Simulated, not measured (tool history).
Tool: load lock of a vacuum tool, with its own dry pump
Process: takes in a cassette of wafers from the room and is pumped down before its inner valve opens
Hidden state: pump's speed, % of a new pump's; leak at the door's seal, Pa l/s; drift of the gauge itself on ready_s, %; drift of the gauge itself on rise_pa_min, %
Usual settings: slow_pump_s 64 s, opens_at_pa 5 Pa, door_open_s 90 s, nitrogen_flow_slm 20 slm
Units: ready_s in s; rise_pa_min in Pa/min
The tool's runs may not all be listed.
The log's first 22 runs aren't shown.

run	day	slow_pump_s	opens_at_pa	door_open_s	nitrogen_flow_slm	hours that the pump has run since its overhaul	times that the door has closed on its seal	incoming humidity of the room's air, %	ready_s	rise_pa_min
23	324.438	78	9	143	40	8456	9487	45.7	157.3	0.053
24	333.383	78	9	143	40	8670	9702	46.5	159.5	0.058
25	344.462	33	5	136	5	8936	9969	44.7	132.3	0.096
26	362.846	66	5	30	16	9377	10411	46	159	0.047
27	384.138	67	5	89	40	9888	10924	47.9	161	0.059
28	392.983	67	5	89	40	10101	11137	45.9	162.6	0.05
29	407.004	97	5	90	30	10437	11474	45.7	184.7	0.056
30	423.721	64	10	134	26	10838	11877	45.6	152.7	0.067
# day 424.925: dry pump taken out, an overhauled one fitted
31	435.242	64	10	134	26	248	12148	42.3	131.7	0.068
32	455.046	64	7	226	6	723	12625	44.5	133.1	0.117
33	469.358	56	4	167	37	1066	12969	47.1	136.3	0.074
34	479.029	67	4	167	10	1298	13202	47.8	144.6	0.104
35	496.167	64	9	90	5	1710	13615	43.7	134	0.084
36	508.754	64	9	90	5	2012	13918	45.9	135	0.089
37	520.062	64	5	90	11	2283	14190	45.8	140.8	0.084

Forecast each of these 3 alternatives for the next run:
A	533.908	64	5	185	11	2616	14523	41	?	?
B	533.908	64	6	90	9	2616	14523	42.5	?	?
C	533.908	117	5	33	11	2616	14523	44.3	?	?

run	ready_s	rise_pa_min
A	142.8	0.098
B	140.7	0.083
C	182.3	0.061
Without the tool's hidden state the same runs would have given:
run	ready_s	rise_pa_min
A	138.6	0.073
B	136.6	0.058
C	178.8	0.036
